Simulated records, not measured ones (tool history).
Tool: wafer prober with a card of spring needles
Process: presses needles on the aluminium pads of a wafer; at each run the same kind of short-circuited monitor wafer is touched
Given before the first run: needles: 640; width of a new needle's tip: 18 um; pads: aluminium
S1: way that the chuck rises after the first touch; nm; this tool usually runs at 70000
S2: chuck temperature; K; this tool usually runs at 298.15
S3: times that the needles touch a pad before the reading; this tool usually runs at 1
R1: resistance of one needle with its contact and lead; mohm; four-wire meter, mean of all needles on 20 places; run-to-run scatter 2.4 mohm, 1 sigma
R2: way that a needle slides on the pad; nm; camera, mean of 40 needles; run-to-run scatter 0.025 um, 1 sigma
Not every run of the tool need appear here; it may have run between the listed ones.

run	hour	S1	S2	S3	R1	R2
1	0	70000	298.15	1	342	19310
2	7.3	70000	298.15	1	360	19310
3	17.5	70000	298.15	1	349	19180
4	33.2	70000	298.15	1	338	19160
5	48.6	70000	298.15	1	327	19110
6	64.5	72000	298.15	1	309	20040
7	79.9	70000	298.15	1	283	19490
8	91.4	70000	298.15	1	360	19460
9	109.1	70000	298.15	1	363	19480
10	120.4	70000	298.15	1	340	19430
11	136.4	53000	298.15	1	366	14650
12	143.6	83000	298.15	1	335	23050
13	152.2	58000	298.15	1	331	16070
14	162.8	70000	394.15	1	376	19410
15	179.8	70000	394.15	1	377	19370
16	192.7	70000	298.15	1	356	19350
17	200.2	90000	348.15	1	346	24920
18	216.4	88000	306.15	1	338	24350
19	226.3	55000	344.15	1	390	15110
20	243.2	55000	344.15	1	388	15140
21	254.4	69000	301.15	2	275	19210
22	271.2	67000	328.15	1	288	18610
23	280.5	67000	312.15	1	364	18650
24	290.2	70000	309.15	1	293	19470
25	303.3	70000	344.15	1	371	19510
26	312.4	61000	343.15	2	328	16900
27	321	72000	342.15	2	333	19960
28	334.2	72000	381.15	2	338	19990
29	345.2	69000	318.15	1	308	19130
30	356.8	69000	318.15	1	371	19120
31	369.6	83000	370.15	2	321	22960
32	385.2	64000	298.15	3	305	17720

Withheld: 25 entries from between the runs. Position of each, and hidden state at the listed run before versus the listed run after:
After run 2, before run 3: tips cleaned on abrasive film (hour 9.2); height of the first contact set anew (hour 17.3)
  debris on the tips, nm: 146.8 -> 116.2; way that the needles fall short of the set height, um: 0.67 -> 1.22; tips' diameter, um: 18.23 -> 18.26
  measured minus no-state result, R1: +97 -> +80 mohm; R2: -190 -> -340 nm
After run 3, before run 4: tips cleaned on abrasive film (hour 27.2)
  debris on the tips, nm: 116.2 -> 104.6; way that the needles fall short of the set height, um: 1.22 -> 1.3; tips' diameter, um: 18.26 -> 18.29
  measured minus no-state result, R1: +80 -> +72 mohm; R2: -340 -> -370 nm
After run 4, before run 5: tips cleaned on abrasive film (hour 44.1)
  debris on the tips, nm: 104.6 -> 86.3; way that the needles fall short of the set height, um: 1.3 -> 1.37; tips' diameter, um: 18.29 -> 18.31
  measured minus no-state result, R1: +72 -> +61 mohm; R2: -370 -> -380 nm
After run 5, before run 6: height of the first contact set anew, once more (hour 61.5); tips cleaned on abrasive film (hour 61.6)
  debris on the tips, nm: 86.3 -> 66.3; way that the needles fall short of the set height, um: 1.37 -> 0.07; tips' diameter, um: 18.31 -> 18.34
  measured minus no-state result, R1: +61 -> +42 mohm; R2: -380 -> -20 nm
After run 6, before run 7: tips cleaned on abrasive film (hour 79.2)
  debris on the tips, nm: 66.3 -> 19.9; way that the needles fall short of the set height, um: 0.07 -> 0.16; tips' diameter, um: 18.34 -> 18.37
  measured minus no-state result, R1: +42 -> +14 mohm; R2: -20 -> -40 nm
After run 8, before run 9: tips cleaned on abrasive film (hour 96.2)
  debris on the tips, nm: 136.3 -> 143.8; way that the needles fall short of the set height, um: 0.16 -> 0.22; tips' diameter, um: 18.37 -> 18.39
  measured minus no-state result, R1: +92 -> +97 mohm; R2: -50 -> -60 nm
After run 9, before run 10: tips cleaned on abrasive film (hour 114.1)
  debris on the tips, nm: 143.8 -> 103; way that the needles fall short of the set height, um: 0.22 -> 0.28; tips' diameter, um: 18.39 -> 18.41
  measured minus no-state result, R1: +97 -> +71 mohm; R2: -60 -> -80 nm
After run 10, before run 11: tips cleaned on abrasive film (hour 131.7)
  debris on the tips, nm: 103 -> 90.8; way that the needles fall short of the set height, um: 0.28 -> 0.34; tips' diameter, um: 18.41 -> 18.43
  measured minus no-state result, R1: +71 -> +96 mohm; R2: -80 -> -100 nm
After run 12, before run 13: tips cleaned on abrasive film (hour 149.2)
  debris on the tips, nm: 140.2 -> 66.6; way that the needles fall short of the set height, um: 0.34 -> 0.41; tips' diameter, um: 18.43 -> 18.45
  measured minus no-state result, R1: +73 -> +61 mohm; R2: -90 -> -110 nm
After run 14, before run 15: tips cleaned on abrasive film (hour 166.3)
  debris on the tips, nm: 145.5 -> 146; way that the needles fall short of the set height, um: 0.41 -> 0.5; tips' diameter, um: 18.45 -> 18.49
  measured minus no-state result, R1: +85 -> +85 mohm; R2: -120 -> -140 nm
After run 15, before run 16: tips cleaned on abrasive film (hour 183.7)
  debris on the tips, nm: 146 -> 127.7; way that the needles fall short of the set height, um: 0.5 -> 0.6; tips' diameter, um: 18.49 -> 18.52
  measured minus no-state result, R1: +85 -> +88 mohm; R2: -140 -> -170 nm
After run 17, before run 18: tips cleaned on abrasive film (hour 201.7)
  debris on the tips, nm: 153.2 -> 148.2; way that the needles fall short of the set height, um: 0.6 -> 0.7; tips' diameter, um: 18.52 -> 18.56
  measured minus no-state result, R1: +67 -> +71 mohm; R2: -170 -> -200 nm
After run 18, before run 19: tips cleaned on abrasive film (hour 219)
  debris on the tips, nm: 148.2 -> 112; way that the needles fall short of the set height, um: 0.7 -> 0.78; tips' diameter, um: 18.56 -> 18.58
  measured minus no-state result, R1: +71 -> +107 mohm; R2: -200 -> -220 nm
After run 19, before run 20: tips cleaned on abrasive film (hour 236.7)
  debris on the tips, nm: 112 -> 106.7; way that the needles fall short of the set height, um: 0.78 -> 0.85; tips' diameter, um: 18.58 -> 18.61
  measured minus no-state result, R1: +107 -> +104 mohm; R2: -220 -> -240 nm
After run 20, before run 21: height of the first contact set anew (hour 249.1); tips cleaned on abrasive film (hour 254.2)
  debris on the tips, nm: 106.7 -> 20.6; way that the needles fall short of the set height, um: 0.85 -> 0.08; tips' diameter, um: 18.61 -> 18.64
  measured minus no-state result, R1: +104 -> +9 mohm; R2: -240 -> -20 nm
After run 21, before run 22: tips cleaned on abrasive film (hour 271.2)
  debris on the tips, nm: 20.6 -> 13.6; way that the needles fall short of the set height, um: 0.08 -> 0.17; tips' diameter, um: 18.64 -> 18.67
  measured minus no-state result, R1: +9 -> +10 mohm; R2: -20 -> -50 nm
After run 23, before run 24: tips cleaned on abrasive film (hour 289.3)
  debris on the tips, nm: 125.7 -> 31.2; way that the needles fall short of the set height, um: 0.17 -> 0.24; tips' diameter, um: 18.67 -> 18.69
  measured minus no-state result, R1: +91 -> +22 mohm; R2: -40 -> -70 nm
After run 25, before run 26: tips cleaned on abrasive film (hour 306.9)
  debris on the tips, nm: 148.4 -> 88.5; way that the needles fall short of the set height, um: 0.24 -> 0.31; tips' diameter, um: 18.69 -> 18.72
  measured minus no-state result, R1: +94 -> +43 mohm; R2: -70 -> -90 nm
After run 27, before run 28: tips cleaned on abrasive film (hour 325.1)
  debris on the tips, nm: 145.3 -> 128.6; way that the needles fall short of the set height, um: 0.31 -> 0.41; tips' diameter, um: 18.72 -> 18.75
  measured minus no-state result, R1: +54 -> +45 mohm; R2: -90 -> -120 nm
After run 28, before run 29: tips cleaned on abrasive film (hour 342.7)
  debris on the tips, nm: 128.6 -> 52.6; way that the needles fall short of the set height, um: 0.41 -> 0.48; tips' diameter, um: 18.75 -> 18.78
  measured minus no-state result, R1: +45 -> +37 mohm; R2: -120 -> -130 nm
After run 30, before run 31: tips cleaned on abrasive film (hour 360.3)
  debris on the tips, nm: 144.5 -> 126.5; way that the needles fall short of the set height, um: 0.48 -> 0.54; tips' diameter, um: 18.78 -> 18.8
  measured minus no-state result, R1: +99 -> +37 mohm; R2: -140 -> -150 nm
After run 31, before run 32: tips cleaned on abrasive film (hour 377.9)
  debris on the tips, nm: 126.5 -> 119.2; way that the needles fall short of the set height, um: 0.54 -> 0.61; tips' diameter, um: 18.8 -> 18.82
  measured minus no-state result, R1: +37 -> +35 mohm; R2: -150 -> -170 nm

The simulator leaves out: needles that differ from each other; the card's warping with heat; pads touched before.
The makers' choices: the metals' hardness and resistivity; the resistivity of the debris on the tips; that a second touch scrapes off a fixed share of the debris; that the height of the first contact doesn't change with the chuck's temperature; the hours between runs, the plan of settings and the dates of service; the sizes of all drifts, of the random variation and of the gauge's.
